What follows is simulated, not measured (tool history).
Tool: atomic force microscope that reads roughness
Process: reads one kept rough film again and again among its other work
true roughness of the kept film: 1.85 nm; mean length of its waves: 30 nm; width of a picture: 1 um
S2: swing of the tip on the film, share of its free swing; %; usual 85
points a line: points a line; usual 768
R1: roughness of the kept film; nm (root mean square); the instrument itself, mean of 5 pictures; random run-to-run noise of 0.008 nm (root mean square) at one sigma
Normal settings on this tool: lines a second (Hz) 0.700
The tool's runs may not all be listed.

run 1 hour=0.0 | lines_a_second_(Hz)=0.700 S2=85 points_a_line=768 | R1=1.625
run 2 hour=28.6 | lines_a_second_(Hz)=1.041 S2=85 points_a_line=768 | R1=1.594
-- hour=35.9 new tip fitted
run 3 hour=65.1 | lines_a_second_(Hz)=1.041 S2=85 points_a_line=768 | R1=1.715
run 4 hour=85.9 | lines_a_second_(Hz)=0.963 S2=85 points_a_line=768 | R1=1.706
run 5 hour=117.2 | lines_a_second_(Hz)=0.963 S2=55 points_a_line=768 | R1=1.748
run 6 hour=138.1 | lines_a_second_(Hz)=0.963 S2=55 points_a_line=768 | R1=1.747
run 7 hour=158.0 | lines_a_second_(Hz)=0.963 S2=55 points_a_line=768 | R1=1.738
run 8 hour=180.0 | lines_a_second_(Hz)=0.963 S2=55 points_a_line=366 | R1=1.698
run 9 hour=197.7 | lines_a_second_(Hz)=0.963 S2=55 points_a_line=366 | R1=1.698
run 10 hour=221.3 | lines_a_second_(Hz)=0.963 S2=55 points_a_line=366 | R1=1.678
run 11 hour=247.3 | lines_a_second_(Hz)=0.700 S2=85 points_a_line=768 | R1=1.667
run 12 hour=274.1 | lines_a_second_(Hz)=0.700 S2=85 points_a_line=768 | R1=1.654
run 13 hour=312.0 | lines_a_second_(Hz)=0.700 S2=85 points_a_line=768 | R1=1.632
run 14 hour=331.1 | lines_a_second_(Hz)=0.700 S2=85 points_a_line=768 | R1=1.633
-- hour=335.1 new tip fitted
run 15 hour=358.8 | lines_a_second_(Hz)=0.700 S2=85 points_a_line=768 | R1=1.760
run 16 hour=388.8 | lines_a_second_(Hz)=0.700 S2=85 points_a_line=388 | R1=1.721
run 17 hour=416.0 | lines_a_second_(Hz)=0.700 S2=85 points_a_line=388 | R1=1.729
run 18 hour=447.0 | lines_a_second_(Hz)=0.855 S2=85 points_a_line=768 | R1=1.704
run 19 hour=466.3 | lines_a_second_(Hz)=0.855 S2=85 points_a_line=768 | R1=1.691
run 20 hour=498.5 | lines_a_second_(Hz)=0.700 S2=85 points_a_line=768 | R1=1.687
run 21 hour=528.0 | lines_a_second_(Hz)=0.700 S2=85 points_a_line=768 | R1=1.662
run 22 hour=552.7 | lines_a_second_(Hz)=0.700 S2=85 points_a_line=768 | R1=1.665
run 23 hour=573.5 | lines_a_second_(Hz)=0.700 S2=85 points_a_line=768 | R1=1.662
run 24 hour=611.7 | lines_a_second_(Hz)=2.059 S2=85 points_a_line=768 | R1=1.590
-- hour=632.8 new tip fitted
run 25 hour=649.6 | lines_a_second_(Hz)=2.059 S2=85 points_a_line=768 | R1=1.669
run 26 hour=674.8 | lines_a_second_(Hz)=2.059 S2=85 points_a_line=768 | R1=1.672
run 27 hour=713.8 | lines_a_second_(Hz)=2.059 S2=84 points_a_line=430 | R1=1.637
run 28 hour=731.9 | lines_a_second_(Hz)=0.700 S2=85 points_a_line=691 | R1=1.729
run 29 hour=759.1 | lines_a_second_(Hz)=0.543 S2=85 points_a_line=768 | R1=1.722

The next listed run, before its measurement:
run 30 hour=792.9 | lines_a_second_(Hz)=0.819 S2=81 points_a_line=743 | R1=?

R1: 1.704 nm (root mean square)
The same run, on a tool lacking any hidden state, would have yielded R1 1.740 nm (root mean square).

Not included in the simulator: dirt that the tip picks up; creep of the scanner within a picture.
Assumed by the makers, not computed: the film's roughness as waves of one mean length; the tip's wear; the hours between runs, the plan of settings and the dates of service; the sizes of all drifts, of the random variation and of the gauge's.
